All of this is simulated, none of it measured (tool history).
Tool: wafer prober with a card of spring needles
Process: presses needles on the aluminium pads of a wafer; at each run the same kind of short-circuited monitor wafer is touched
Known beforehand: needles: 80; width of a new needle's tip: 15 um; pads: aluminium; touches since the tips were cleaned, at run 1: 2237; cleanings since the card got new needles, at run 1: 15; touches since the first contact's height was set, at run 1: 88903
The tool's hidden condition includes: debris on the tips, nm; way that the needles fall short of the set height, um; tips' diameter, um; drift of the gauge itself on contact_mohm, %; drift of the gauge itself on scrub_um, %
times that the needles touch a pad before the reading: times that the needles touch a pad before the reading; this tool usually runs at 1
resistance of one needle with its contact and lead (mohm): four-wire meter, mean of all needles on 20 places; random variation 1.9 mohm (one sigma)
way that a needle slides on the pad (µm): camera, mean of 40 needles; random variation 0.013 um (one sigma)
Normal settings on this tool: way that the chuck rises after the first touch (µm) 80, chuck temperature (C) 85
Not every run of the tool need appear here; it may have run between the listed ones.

run	day	way that the chuck rises after the first touch (µm)	chuck temperature (C)	times that the needles touch a pad before the reading	touches since the tips were cleaned	cleanings since the card got new needles	touches since the first contact's height was set	resistance of one needle with its contact and lead (mohm)	way that a needle slides on the pad (µm)
1	0	80	85	1	2237	15	88903	202	13.8
# day 0.283: tips cleaned on abrasive film
2	0.396	80	85	1	1445	16	93925	202	13.78
# day 0.717: tips cleaned on abrasive film
3	0.879	80	85	1	2082	17	100063	203	13.81
# day 1.183: tips cleaned on abrasive film
4	1.533	60	85	1	4464	18	108375	209	10.32
# day 1.617: tips cleaned on abrasive film
# day 2.058: tips cleaned on abrasive film
5	2.212	78	85	1	2015	20	117002	203	13.41
# day 2.492: tips cleaned on abrasive film
# day 2.929: tips cleaned on abrasive film
6	2.938	78	85	1	103	22	126162	205	13.43
# day 3.371: tips cleaned on abrasive film
7	3.467	80	85	1	1202	23	132875	208	13.75
8	3.788	80	85	1	5312	23	136985	207	13.74
# day 3.821: tips cleaned on abrasive film
# day 4.262: tips cleaned on abrasive film
9	4.35	80	85	1	1098	25	144105	204	13.73
# day 4.717: tips cleaned on abrasive film
10	4.9	80	85	1	2319	26	151086	206	13.71
# day 5.171: tips cleaned on abrasive film
11	5.371	94	85	1	2547	27	157060	205	16.11
# day 5.629: tips cleaned on abrasive film
12	5.904	94	85	1	3524	28	163878	202	16.1
# day 6.058: tips cleaned on abrasive film
# day 6.071: height of the first contact set anew
13	6.383	94	85	1	3977	29	3977	200	16.09
# day 6.55: tips cleaned on abrasive film
14	6.729	94	85	2	2309	30	8365	202	16.09
# day 6.992: tips cleaned on abrasive film
15	7.296	94	85	1	3865	31	15561	206	16.09
# day 7.433: tips cleaned on abrasive film
# day 7.888: tips cleaned on abrasive film
16	8.025	94	85	1	1740	33	24823	206	16.1
# day 8.333: tips cleaned on abrasive film
17	8.496	94	85	1	2067	34	30776	208	16.07
# day 8.8: tips cleaned on abrasive film
18	8.867	94	85	1	822	35	35487	202	16.04
# day 9.229: tips cleaned on abrasive film
19	9.317	94	85	2	1094	36	41201	203	16.01
# day 9.658: tips cleaned on abrasive film
20	10.038	94	56	1	4895	37	50408	198	16.06
# day 10.138: tips cleaned on abrasive film
21	10.5	99	55	1	4620	38	56254	200	16.89
# day 10.596: tips cleaned on abrasive film
22	10.862	67	117	2	3450	39	60880	213	11.4
# day 11.038: tips cleaned on abrasive film
23	11.429	67	72	1	5011	40	68056	200	11.42
# day 11.492: tips cleaned on abrasive film
24	11.858	69	33	3	4726	41	73519	198	11.71
# day 11.921: tips cleaned on abrasive film
25	12.25	80	85	3	4208	42	78467	204	13.61
# day 12.375: tips cleaned on abrasive film
26	12.688	80	85	1	4018	43	84030	204	13.58
# day 12.804: tips cleaned on abrasive film
27	13.075	80	85	1	3477	44	88952	204	13.58
# day 13.267: tips cleaned on abrasive film
28	13.492	69	85	2	2896	45	94234	205	11.7
# day 13.742: tips cleaned on abrasive film
29	13.804	69	85	2	806	46	98171	206	11.71
# day 14.192: tips cleaned on abrasive film
30	14.196	69	87	2	46	47	103136	205	11.72
# day 14.525: gauge calibrated
# day 14.675: tips cleaned on abrasive film
31	14.846	69	87	2	2169	48	111389	206	11.88
# day 15.138: tips cleaned on abrasive film
32	15.271	91	38	1	1728	49	116805	193	15.69
# day 15.575: tips cleaned on abrasive film
33	15.575	91	45	2	0	50	120665	197	15.68

Results per run with the tool's hidden condition removed, run-to-run variation unchanged:
run	way that a needle slides on the pad (µm)
1	13.8
2	13.79
3	13.83
4	10.34
5	13.45
6	13.48
7	13.81
8	13.8
9	13.8
10	13.8
11	16.22
12	16.21
13	16.21
14	16.21
15	16.22
16	16.25
17	16.22
18	16.21
19	16.19
20	16.24
21	17.1
22	11.55
23	11.57
24	11.88
25	13.81
26	13.78
27	13.79
28	11.89
29	11.9
30	11.92
31	11.89
32	15.71
33	15.7
resistance of one needle with its contact and lead (mohm) without the hidden state stays within 2 of what was measured, in all runs.
